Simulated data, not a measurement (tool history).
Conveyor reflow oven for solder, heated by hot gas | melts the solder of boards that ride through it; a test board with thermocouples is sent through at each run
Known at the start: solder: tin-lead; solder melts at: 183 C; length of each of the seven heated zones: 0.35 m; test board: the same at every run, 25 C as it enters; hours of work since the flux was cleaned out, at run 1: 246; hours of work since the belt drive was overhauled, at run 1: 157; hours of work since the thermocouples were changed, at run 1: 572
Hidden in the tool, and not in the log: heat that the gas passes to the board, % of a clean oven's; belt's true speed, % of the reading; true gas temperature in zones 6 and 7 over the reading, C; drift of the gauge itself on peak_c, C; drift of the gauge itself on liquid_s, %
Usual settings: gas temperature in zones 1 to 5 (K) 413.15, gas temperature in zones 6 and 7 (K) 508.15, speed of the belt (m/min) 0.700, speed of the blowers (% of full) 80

run,day,gas temperature in zones 1 to 5 (K),gas temperature in zones 6 and 7 (K),speed of the belt (m/min),speed of the blowers (% of full),hours of work since the flux was cleaned out,hours of work since the belt drive was overhauled,hours of work since the thermocouples were changed,highest temperature of the board (K),time above the solder's melting point (s)
1,0.000,413.15,508.15,0.700,80,246,157,572,496.25,49.31
2,0.338,413.15,508.15,0.700,80,251,162,577,496.05,49.24
3,0.692,413.15,508.15,0.821,80,256,168,583,491.45,39.25
4,1.117,413.15,508.15,0.821,80,263,174,590,491.35,39.37
5,1.554,413.15,498.15,0.700,80,270,181,596,487.05,44.53
6,1.946,413.15,498.15,0.700,80,276,187,603,486.75,44.43
7,2.225,413.15,498.15,0.700,80,281,192,607,486.95,44.47
# day 2.483: flux residue cleaned out of gas plates and filters
8,2.821,413.15,496.15,0.700,80,5,198,613,484.85,42.98
9,3.254,413.15,508.15,0.700,80,12,205,620,495.45,49.08
10,3.562,413.15,508.15,0.700,80,17,210,625,495.45,49.00
11,3.921,413.15,508.15,0.700,80,23,215,630,495.55,49.05
# day 4.254: flux residue cleaned out of gas plates and filters, once more
12,4.608,413.15,508.15,0.700,80,6,223,638,496.65,49.86
13,4.858,413.15,523.15,0.700,80,9,227,642,510.65,55.27
14,5.312,413.15,523.15,0.700,80,17,234,649,510.75,55.24
15,5.700,426.15,508.15,0.700,80,23,240,655,498.25,54.39
16,5.983,410.15,499.15,0.700,67,27,244,660,485.95,42.65
17,6.358,399.15,499.15,0.700,67,33,250,665,484.05,38.56
18,6.575,404.15,496.15,0.581,80,36,254,669,488.65,53.99
19,6.808,404.15,496.15,0.615,80,40,257,672,487.65,49.83
20,7.246,404.15,496.15,0.615,80,47,264,679,487.65,49.83
21,7.496,404.15,496.15,0.615,80,51,268,683,487.75,49.73
22,7.942,404.15,496.15,0.615,80,58,275,690,487.55,49.80
23,8.412,412.15,496.15,0.785,80,65,282,698,482.65,36.44
24,8.775,404.15,507.15,0.771,69,71,288,703,489.45,38.62
25,9.175,403.15,507.15,0.693,87,77,294,710,495.75,47.52
26,9.404,422.15,508.15,0.700,58,81,298,713,493.55,50.42
27,9.646,409.15,508.15,0.839,80,85,302,717,490.55,37.15
28,10.004,409.15,508.15,0.839,80,90,307,723,490.55,37.21

Forecast run 29:
29,10.388,409.15,508.15,0.839,80,96,314,729,?,?

highest temperature of the board (K): 490.65
time above the solder's melting point (s): 37.19
Without the tool's hidden state the same run would have given highest temperature of the board (K) 491.25, time above the solder's melting point (s) 37.48.

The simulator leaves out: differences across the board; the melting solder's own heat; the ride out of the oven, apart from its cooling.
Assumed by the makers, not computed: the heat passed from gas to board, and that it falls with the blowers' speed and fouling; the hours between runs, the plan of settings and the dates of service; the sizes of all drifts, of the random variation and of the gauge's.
